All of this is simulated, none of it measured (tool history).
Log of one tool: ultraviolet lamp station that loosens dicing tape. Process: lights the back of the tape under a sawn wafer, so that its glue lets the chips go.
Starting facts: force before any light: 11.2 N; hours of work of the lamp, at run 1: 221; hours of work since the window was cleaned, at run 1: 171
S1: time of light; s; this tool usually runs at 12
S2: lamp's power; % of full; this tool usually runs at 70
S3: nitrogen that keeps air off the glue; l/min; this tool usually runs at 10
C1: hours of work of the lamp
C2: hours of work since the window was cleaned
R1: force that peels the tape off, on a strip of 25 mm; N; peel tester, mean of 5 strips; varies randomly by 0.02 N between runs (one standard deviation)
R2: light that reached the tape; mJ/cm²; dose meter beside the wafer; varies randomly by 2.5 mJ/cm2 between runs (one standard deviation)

run     day  S1  S2  S3   C1   C2     R1   R2
  1       0  12  70  10  221  171  1.413  253
  2   2.279  12  70  10  245  195  1.498  249
  3   4.333  18  70  10  267  217  0.725  365
      5.196  -- window cleaned of glue's vapour
  4   5.725  12  70   6  282    6  1.689  276
  5    6.95  12  70   4  295   19   2.28  279
  6   8.675  12  70   4  314   37  2.375  269
  7   9.796  12  70   4  326   50  2.448  265
  8  11.379  12  70  10  343   67  1.321  259
  9   13.65  12  70   9  367   91  1.552  256
 10  16.208  12  70   9  395  119  1.604  243
 11  17.567  12  70   3  410  133  3.107  246
 12  19.238  12  70  10  428  151  1.598  236
 13  21.812  12  70  11  455  179  1.558  232
 14  23.396  12  70  11  472  196  1.706  228
 15  25.238  12  70  11  492  216  1.723  219
     26.271  -- window cleaned of glue's vapour
 16  27.592  12  70  11  517   14  1.319  254
 17  29.738  12  70  11  541   37  1.421  249
 18  31.938  12  70  11  564   61   1.42  243
 19  33.629  12  70  11  582   79  1.538  238
 20  35.025  11  70  11  597   94  1.841  217
 21  36.317  12  70  10  611  108  1.714  232
 22  37.492  12  70  10  624  121   1.71  224
      39.45  -- lamp changed
 23  39.921  13  70   4    5  147  1.973  303
 24  41.842  13  70   4   26  167  2.076  295
 25  43.212  12  86   7   41  182  1.179  321
 26  45.671  12  74   7   67  208  1.615  276
     47.242  -- window cleaned of glue's vapour
 27  47.717  12  74   7   89    5   1.26  323
 28  50.225  12  99  15  116   32  0.421  415
 29  51.958  12  84  10  135   51  0.788  346
 30  54.196  21  72  10  159   75   0.38  494
 31  56.754  18  70   3  186  102  1.464  406
 32  57.879  11  67  15  198  115  1.286  231
 33  59.217  19  85  13  213  129  0.313  501
 34  60.754  12  70  10  229  146  1.393  262
 35  63.338  10  69  10  257  173  2.078  207
 36  65.612  11  70   4  282  198  3.078  221
 37    67.4  11  70   4  301  217  3.104  217
     68.154  -- window cleaned of glue's vapour
 38  69.896  11  70   4  327   19  2.641  248
 39  71.208   9  60   4  342   33  4.093  172
 40  72.558  20  70  10  356   47   0.46  439
 41  73.762   6  70  16  369   60  3.029  130
 42  76.358  12  94   6  397   88   1.21  338
 43  77.796  12  94   4  413  104  1.622  331
 44  79.262  12  94  10  428  120  0.877  327

3 ways to go on from here, each from the tool as it stands after run 44. What would each give?
  A  81.392  12  94   8  451  143   ?   ?
  B  81.392  12  74   4  451  143   ?   ?
  C  81.392  11  70  10  451  143   ?   ?

run     R1   R2
  A  1.068  320
  B  2.671  251
  C  1.858  218
What these runs would have given with no unlogged condition in the tool:
run     R1   R2
  A  0.618  417
  B  1.779  327
  C  1.147  283
